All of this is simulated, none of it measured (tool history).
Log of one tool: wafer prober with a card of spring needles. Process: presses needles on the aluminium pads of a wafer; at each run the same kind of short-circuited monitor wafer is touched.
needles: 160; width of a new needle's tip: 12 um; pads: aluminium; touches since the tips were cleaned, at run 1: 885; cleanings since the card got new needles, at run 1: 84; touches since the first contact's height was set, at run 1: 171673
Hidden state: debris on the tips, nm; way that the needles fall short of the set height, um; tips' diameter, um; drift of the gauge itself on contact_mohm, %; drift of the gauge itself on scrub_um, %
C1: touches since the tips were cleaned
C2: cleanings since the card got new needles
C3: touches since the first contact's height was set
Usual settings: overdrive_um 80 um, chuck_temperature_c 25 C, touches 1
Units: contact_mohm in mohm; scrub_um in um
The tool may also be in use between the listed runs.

run 1 day=0.000 | overdrive_um=80 chuck_temperature_c=25 touches=1 | C1=885 C2=84 C3=171673 | contact_mohm=200 scrub_um=16.90
-- day=0.071 tips cleaned on abrasive film
-- day=0.233 tips cleaned on abrasive film
-- day=0.400 tips cleaned on abrasive film
-- day=0.562 tips cleaned on abrasive film
run 2 day=0.679 | overdrive_um=80 chuck_temperature_c=25 touches=1 | C1=1564 C2=88 C3=180598 | contact_mohm=205 scrub_um=16.94
-- day=0.717 tips cleaned on abrasive film
-- day=0.846 tips cleaned on abrasive film
-- day=1.012 tips cleaned on abrasive film
-- day=1.175 tips cleaned on abrasive film
-- day=1.342 tips cleaned on abrasive film
-- day=1.475 tips cleaned on abrasive film
-- day=1.629 tips cleaned on abrasive film
run 3 day=1.629 | overdrive_um=80 chuck_temperature_c=71 touches=1 | C1=0 C2=95 C3=192998 | contact_mohm=191 scrub_um=16.76
-- day=1.762 tips cleaned on abrasive film
-- day=1.925 tips cleaned on abrasive film
-- day=2.092 tips cleaned on abrasive film
-- day=2.221 tips cleaned on abrasive film
-- day=2.388 tips cleaned on abrasive film
run 4 day=2.408 | overdrive_um=80 chuck_temperature_c=25 touches=1 | C1=270 C2=100 C3=203219 | contact_mohm=187 scrub_um=16.52
-- day=2.542 tips cleaned on abrasive film
-- day=2.704 tips cleaned on abrasive film
-- day=2.871 tips cleaned on abrasive film
-- day=3.000 tips cleaned on abrasive film
run 5 day=3.079 | overdrive_um=80 chuck_temperature_c=25 touches=1 | C1=1066 C2=104 C3=212074 | contact_mohm=202 scrub_um=16.36
-- day=3.150 tips cleaned on abrasive film
-- day=3.283 tips cleaned on abrasive film
-- day=3.446 tips cleaned on abrasive film
-- day=3.612 tips cleaned on abrasive film
run 6 day=3.662 | overdrive_um=80 chuck_temperature_c=25 touches=1 | C1=723 C2=108 C3=219720 | contact_mohm=198 scrub_um=16.21
-- day=3.767 tips cleaned on abrasive film
-- day=3.929 tips cleaned on abrasive film
-- day=4.062 height of the first contact set anew
run 7 day=4.062 | overdrive_um=80 chuck_temperature_c=25 touches=1 | C1=1609 C2=110 C3=0 | contact_mohm=201 scrub_um=19.40
-- day=4.096 tips cleaned on abrasive film
-- day=4.262 tips cleaned on abrasive film
-- day=4.425 tips cleaned on abrasive film
-- day=4.558 tips cleaned on abrasive film
-- day=4.725 tips cleaned on abrasive film
run 8 day=4.821 | overdrive_um=96 chuck_temperature_c=25 touches=1 | C1=1290 C2=115 C3=9943 | contact_mohm=193 scrub_um=23.46
-- day=4.888 tips cleaned on abrasive film
-- day=5.021 tips cleaned on abrasive film
-- day=5.188 tips cleaned on abrasive film
-- day=5.317 tips cleaned on abrasive film
-- day=5.458 tips cleaned on abrasive film
run 9 day=5.458 | overdrive_um=80 chuck_temperature_c=35 touches=1 | C1=0 C2=120 C3=18256 | contact_mohm=178 scrub_um=19.24
-- day=5.621 tips cleaned on abrasive film
-- day=5.754 tips cleaned on abrasive film
-- day=5.921 tips cleaned on abrasive film
-- day=6.083 tips cleaned on abrasive film
-- day=6.250 tips cleaned on abrasive film
run 10 day=6.267 | overdrive_um=80 chuck_temperature_c=35 touches=1 | C1=256 C2=125 C3=28893 | contact_mohm=188 scrub_um=18.79
-- day=6.400 tips cleaned on abrasive film
-- day=6.567 tips cleaned on abrasive film
-- day=6.729 tips cleaned on abrasive film
run 11 day=6.783 | overdrive_um=80 chuck_temperature_c=35 touches=1 | C1=750 C2=128 C3=35701 | contact_mohm=191 scrub_um=18.96
-- day=6.883 tips cleaned on abrasive film
-- day=7.050 tips cleaned on abrasive film
-- day=7.217 tips cleaned on abrasive film
-- day=7.379 tips cleaned on abrasive film
run 12 day=7.462 | overdrive_um=77 chuck_temperature_c=25 touches=1 | C1=1095 C2=132 C3=44583 | contact_mohm=202 scrub_um=17.89
-- day=7.529 tips cleaned on abrasive film
-- day=7.662 tips cleaned on abrasive film
-- day=7.825 tips cleaned on abrasive film
-- day=7.992 tips cleaned on abrasive film
-- day=8.154 tips cleaned on abrasive film
run 13 day=8.188 | overdrive_um=80 chuck_temperature_c=25 touches=1 | C1=435 C2=137 C3=54104 | contact_mohm=187 scrub_um=18.45
-- day=8.317 tips cleaned on abrasive film
-- day=8.450 tips cleaned on abrasive film
-- day=8.604 tips cleaned on abrasive film
run 14 day=8.604 | overdrive_um=65 chuck_temperature_c=43 touches=3 | C1=0 C2=140 C3=59569 | contact_mohm=186 scrub_um=14.88
-- day=8.738 tips cleaned on abrasive film
-- day=8.904 tips cleaned on abrasive film
run 15 day=8.992 | overdrive_um=86 chuck_temperature_c=59 touches=3 | C1=1213 C2=142 C3=64675 | contact_mohm=194 scrub_um=20.06
-- day=9.062 tips cleaned on abrasive film
-- day=9.225 tips cleaned on abrasive film
-- day=9.392 tips cleaned on abrasive film
-- day=9.525 tips cleaned on abrasive film
run 16 day=9.617 | overdrive_um=90 chuck_temperature_c=59 touches=2 | C1=1281 C2=146 C3=72879 | contact_mohm=195 scrub_um=20.81
-- day=9.688 tips cleaned on abrasive film
-- day=9.850 tips cleaned on abrasive film
-- day=10.017 tips cleaned on abrasive film
-- day=10.179 tips cleaned on abrasive film
run 17 day=10.283 | overdrive_um=90 chuck_temperature_c=59 touches=2 | C1=1415 C2=150 C3=81649 | contact_mohm=199 scrub_um=20.76
-- day=10.321 tips cleaned on abrasive film
-- day=10.488 tips cleaned on abrasive film
-- day=10.621 tips cleaned on abrasive film
-- day=10.783 tips cleaned on abrasive film
-- day=10.950 tips cleaned on abrasive film
run 18 day=11.038 | overdrive_um=75 chuck_temperature_c=96 touches=2 | C1=1197 C2=155 C3=91500 | contact_mohm=211 scrub_um=16.85
-- day=11.104 tips cleaned on abrasive film
-- day=11.238 tips cleaned on abrasive film
-- day=11.404 tips cleaned on abrasive film
-- day=11.533 tips cleaned on abrasive film
-- day=11.667 tips cleaned on abrasive film
-- day=11.833 tips cleaned on abrasive film
run 19 day=11.954 | overdrive_um=75 chuck_temperature_c=96 touches=2 | C1=1645 C2=161 C3=103528 | contact_mohm=212 scrub_um=16.72
-- day=11.992 tips cleaned on abrasive film
-- day=12.125 tips cleaned on abrasive film
-- day=12.288 tips cleaned on abrasive film
run 20 day=12.379 | overdrive_um=90 chuck_temperature_c=92 touches=1 | C1=1207 C2=164 C3=109061 | contact_mohm=211 scrub_um=20.52
-- day=12.446 tips cleaned on abrasive film
-- day=12.579 tips cleaned on abrasive film
-- day=12.742 tips cleaned on abrasive film
-- day=12.875 tips cleaned on abrasive film
-- day=13.042 tips cleaned on abrasive film
-- day=13.171 tips cleaned on abrasive film
run 21 day=13.271 | overdrive_um=90 chuck_temperature_c=92 touches=1 | C1=1308 C2=170 C3=120752 | contact_mohm=215 scrub_um=20.39
-- day=13.308 tips cleaned on abrasive film
-- day=13.438 tips cleaned on abrasive film
-- day=13.604 tips cleaned on abrasive film
-- day=13.767 tips cleaned on abrasive film
run 22 day=13.871 | overdrive_um=90 chuck_temperature_c=92 touches=1 | C1=1410 C2=174 C3=128657 | contact_mohm=216 scrub_um=20.04
-- day=13.908 tips cleaned on abrasive film
-- day=14.075 tips cleaned on abrasive film
-- day=14.208 tips cleaned on abrasive film
-- day=14.338 tips cleaned on abrasive film
-- day=14.504 tips cleaned on abrasive film
-- day=14.667 tips cleaned on abrasive film
run 23 day=14.767 | overdrive_um=90 chuck_temperature_c=92 touches=1 | C1=1348 C2=180 C3=140389 | contact_mohm=215 scrub_um=20.02
-- day=14.804 tips cleaned on abrasive film
-- day=14.971 tips cleaned on abrasive film
-- day=15.133 tips cleaned on abrasive film
run 24 day=15.171 | overdrive_um=65 chuck_temperature_c=73 touches=2 | C1=517 C2=183 C3=145666 | contact_mohm=212 scrub_um=13.74

Forecast each of these 4 alternatives for the next run:
-- day=15.271 tips cleaned on abrasive film
-- day=15.404 tips cleaned on abrasive film
-- day=15.571 tips cleaned on abrasive film
-- day=15.708 tips cleaned on abrasive film
run A day=15.708 | overdrive_um=81 chuck_temperature_c=109 touches=1 | C1=0 C2=187 C3=152654 | contact_mohm=? scrub_um=?
-- day=15.271 tips cleaned on abrasive film
-- day=15.404 tips cleaned on abrasive film
-- day=15.571 tips cleaned on abrasive film
-- day=15.708 tips cleaned on abrasive film
run B day=15.708 | overdrive_um=71 chuck_temperature_c=58 touches=2 | C1=0 C2=187 C3=152654 | contact_mohm=? scrub_um=?
-- day=15.271 tips cleaned on abrasive film
-- day=15.404 tips cleaned on abrasive film
-- day=15.571 tips cleaned on abrasive film
-- day=15.708 tips cleaned on abrasive film
run C day=15.708 | overdrive_um=64 chuck_temperature_c=45 touches=2 | C1=0 C2=187 C3=152654 | contact_mohm=? scrub_um=?
-- day=15.271 tips cleaned on abrasive film
-- day=15.404 tips cleaned on abrasive film
-- day=15.571 tips cleaned on abrasive film
-- day=15.708 tips cleaned on abrasive film
run D day=15.708 | overdrive_um=65 chuck_temperature_c=29 touches=2 | C1=0 C2=187 C3=152654 | contact_mohm=? scrub_um=?

run=A contact_mohm=201 scrub_um=17.52
run=B contact_mohm=192 scrub_um=15.05
run=C contact_mohm=192 scrub_um=13.62
run=D contact_mohm=190 scrub_um=13.49
Without the tool's hidden state the same runs would have given:
run=A contact_mohm=191 scrub_um=19.63
run=B contact_mohm=182 scrub_um=17.13
run=C contact_mohm=180 scrub_um=15.75
run=D contact_mohm=179 scrub_um=15.60
